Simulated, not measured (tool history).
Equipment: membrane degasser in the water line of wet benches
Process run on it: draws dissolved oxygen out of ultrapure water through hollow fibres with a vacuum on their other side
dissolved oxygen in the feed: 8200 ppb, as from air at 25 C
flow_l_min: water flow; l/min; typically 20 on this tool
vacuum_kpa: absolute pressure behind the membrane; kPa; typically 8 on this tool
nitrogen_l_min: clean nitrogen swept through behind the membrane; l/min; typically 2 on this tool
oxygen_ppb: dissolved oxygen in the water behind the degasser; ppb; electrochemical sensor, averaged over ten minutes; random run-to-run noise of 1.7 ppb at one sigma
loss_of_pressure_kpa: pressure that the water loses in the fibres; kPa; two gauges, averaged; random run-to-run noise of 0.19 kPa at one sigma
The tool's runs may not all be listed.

run 1 hour=0 | flow_l_min=20 vacuum_kpa=8 nitrogen_l_min=2 | oxygen_ppb=172.5 loss_of_pressure_kpa=42.27
run 2 hour=36.5 | flow_l_min=20 vacuum_kpa=8 nitrogen_l_min=2 | oxygen_ppb=174 loss_of_pressure_kpa=41.89
run 3 hour=90.4 | flow_l_min=20 vacuum_kpa=8 nitrogen_l_min=2 | oxygen_ppb=171.4 loss_of_pressure_kpa=42.1
run 4 hour=139.9 | flow_l_min=20 vacuum_kpa=8 nitrogen_l_min=4.63 | oxygen_ppb=110 loss_of_pressure_kpa=41.78
run 5 hour=174.4 | flow_l_min=20 vacuum_kpa=8 nitrogen_l_min=4.63 | oxygen_ppb=111.2 loss_of_pressure_kpa=41.95
run 6 hour=214.2 | flow_l_min=20 vacuum_kpa=8 nitrogen_l_min=4.63 | oxygen_ppb=111.1 loss_of_pressure_kpa=41.75
run 7 hour=241 | flow_l_min=20 vacuum_kpa=8 nitrogen_l_min=2 | oxygen_ppb=176.1 loss_of_pressure_kpa=41.62
run 8 hour=305.8 | flow_l_min=20 vacuum_kpa=8 nitrogen_l_min=2 | oxygen_ppb=169.1 loss_of_pressure_kpa=41.35
run 9 hour=348.4 | flow_l_min=20 vacuum_kpa=8 nitrogen_l_min=2 | oxygen_ppb=174.7 loss_of_pressure_kpa=41.31
run 10 hour=408.5 | flow_l_min=20 vacuum_kpa=8 nitrogen_l_min=2 | oxygen_ppb=170.6 loss_of_pressure_kpa=41.15
run 11 hour=436.6 | flow_l_min=28 vacuum_kpa=5.18 nitrogen_l_min=2 | oxygen_ppb=261.1 loss_of_pressure_kpa=58.14
run 12 hour=475.5 | flow_l_min=28 vacuum_kpa=5.18 nitrogen_l_min=1.28 | oxygen_ppb=296.5 loss_of_pressure_kpa=57.91
run 13 hour=505 | flow_l_min=28 vacuum_kpa=5.18 nitrogen_l_min=1.28 | oxygen_ppb=294.3 loss_of_pressure_kpa=57.76
run 14 hour=534.6 | flow_l_min=28 vacuum_kpa=5.18 nitrogen_l_min=1.28 | oxygen_ppb=295.6 loss_of_pressure_kpa=57.6
-- hour=577.8 vacuum gauge calibrated
run 15 hour=586.3 | flow_l_min=15 vacuum_kpa=15.04 nitrogen_l_min=4.32 | oxygen_ppb=117.3 loss_of_pressure_kpa=30.77
run 16 hour=641.9 | flow_l_min=25 vacuum_kpa=8 nitrogen_l_min=2 | oxygen_ppb=273.8 loss_of_pressure_kpa=51.22
run 17 hour=687.9 | flow_l_min=16 vacuum_kpa=10.58 nitrogen_l_min=5.58 | oxygen_ppb=73.4 loss_of_pressure_kpa=32.92
-- hour=717.8 gauge calibrated
run 18 hour=720.2 | flow_l_min=16 vacuum_kpa=6.49 nitrogen_l_min=0.84 | oxygen_ppb=160.8 loss_of_pressure_kpa=33.73
run 19 hour=769.5 | flow_l_min=16 vacuum_kpa=6.49 nitrogen_l_min=0.84 | oxygen_ppb=160 loss_of_pressure_kpa=33.61

4 ways to go on from here, each from the tool as it stands after run 19. What would each give?
run A hour=815.7 | flow_l_min=24 vacuum_kpa=16.8 nitrogen_l_min=0.84 | oxygen_ppb=? loss_of_pressure_kpa=?
run B hour=815.7 | flow_l_min=20 vacuum_kpa=16.54 nitrogen_l_min=2 | oxygen_ppb=? loss_of_pressure_kpa=?
run C hour=815.7 | flow_l_min=16 vacuum_kpa=6.49 nitrogen_l_min=4.92 | oxygen_ppb=? loss_of_pressure_kpa=?
run D hour=815.7 | flow_l_min=21 vacuum_kpa=10.35 nitrogen_l_min=2 | oxygen_ppb=? loss_of_pressure_kpa=?

run=A oxygen_ppb=857.7 loss_of_pressure_kpa=50.37
run=B oxygen_ppb=365.7 loss_of_pressure_kpa=41.43
run=C oxygen_ppb=48.5 loss_of_pressure_kpa=33.64
run=D oxygen_ppb=244.1 loss_of_pressure_kpa=44.32
Take away the tool's hidden state, keep each run's random variation, and the runs would have read:
run=A oxygen_ppb=857.5 loss_of_pressure_kpa=50.57
run=B oxygen_ppb=365.5 loss_of_pressure_kpa=41.59
run=C oxygen_ppb=48.5 loss_of_pressure_kpa=33.77
run=D oxygen_ppb=244 loss_of_pressure_kpa=44.49
